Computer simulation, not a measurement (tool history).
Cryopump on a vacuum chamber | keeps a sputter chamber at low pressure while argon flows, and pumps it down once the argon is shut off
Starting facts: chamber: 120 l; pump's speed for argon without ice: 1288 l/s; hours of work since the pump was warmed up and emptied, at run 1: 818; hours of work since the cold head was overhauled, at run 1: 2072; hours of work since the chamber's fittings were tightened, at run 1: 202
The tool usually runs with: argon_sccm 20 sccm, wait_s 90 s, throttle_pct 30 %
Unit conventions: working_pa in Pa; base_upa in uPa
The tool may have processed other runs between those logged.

run	hour	argon_sccm	wait_s	throttle_pct	hours of work since the pump was warmed up and emptied	hours of work since the cold head was overhauled	hours of work since the chamber's fittings were tightened	working_pa	base_upa
1	0.0	20	90	30	818	2072	202	0.0927	1.88
2	79.7	20	90	30	880	2134	264	0.0940	1.94
3	140.3	20	90	30	927	2181	311	0.0944	2.06
4	198.4	11	90	30	973	2226	357	0.0511	2.20
5	272.5	11	90	30	1030	2284	414	0.0534	2.38
6	359.9	11	90	30	1098	2352	482	0.0525	2.48
7	436.0	11	90	30	1158	2411	542	0.0531	2.60
# hour 476.7: pump warmed up, emptied and cooled again
8	554.0	20	90	30	60	2499	630	0.0883	2.38
9	669.8	20	90	30	150	2589	720	0.0886	2.60
10	776.5	20	90	30	233	2672	803	0.0897	2.68
11	857.0	20	90	30	296	2735	865	0.0900	2.82
12	977.5	20	90	30	390	2829	959	0.0901	3.07
13	1075.0	20	90	30	466	2905	1035	0.0912	3.15
14	1177.3	20	90	30	545	2984	1115	0.0922	3.35
15	1261.9	16	90	30	611	3050	1181	0.0738	3.42
16	1377.2	16	90	30	701	3140	1270	0.0741	3.69
17	1437.9	16	90	30	748	3187	1318	0.0753	3.82
18	1541.4	15	105	30	829	3268	1398	0.0703	3.83
19	1655.8	15	105	30	918	3357	1487	0.0716	4.07
20	1722.0	15	37	28	969	3408	1539	0.0757	5.98
21	1806.7	18	37	20	1035	3474	1605	0.1247	6.32
22	1901.2	18	37	20	1109	3548	1678	0.1256	6.50
# hour 1980.7: leaking fittings of the chamber tightened, without venting
23	1984.9	20	205	37	1173	3612	3	0.0808	0.80
# hour 2009.5: pump warmed up, emptied and cooled again
24	2093.3	33	26	45	65	3692	84	0.0982	4.45
25	2144.0	18	22	50	105	3732	123	0.0484	5.21
26	2196.6	20	22	16	146	3772	164	0.1669	5.40
27	2281.5	20	247	34	212	3839	230	0.0793	1.05
28	2400.7	34	90	30	305	3931	323	0.1528	1.97
29	2452.9	34	20	46	345	3972	364	0.1012	6.09
30	2557.8	18	96	52	427	4054	445	0.0481	2.05
31	2653.7	20	119	21	501	4128	520	0.1295	2.02
32	2737.2	37	119	57	566	4193	585	0.0948	2.09
33	2823.3	37	119	57	634	4260	652	0.0944	2.24

5 options for the next run, each taken on its own from the tool as it stands now. Forecast them:
A	2888.1	24	116	17	684	4311	703	?	?
B	2888.1	19	30	30	684	4311	703	?	?
C	2888.1	25	20	18	684	4311	703	?	?
D	2888.1	10	119	57	684	4311	703	?	?
E	2888.1	32	90	30	684	4311	703	?	?

run	working_pa	base_upa
A	0.1919	2.40
B	0.0873	5.05
C	0.1882	6.74
D	0.0256	2.34
E	0.1474	2.60
Stripped of hidden state, with their random variation kept, the same runs would have yielded:
run	working_pa	base_upa
A	0.1852	1.16
B	0.0820	3.83
C	0.1813	5.53
D	0.0228	1.14
E	0.1386	1.39
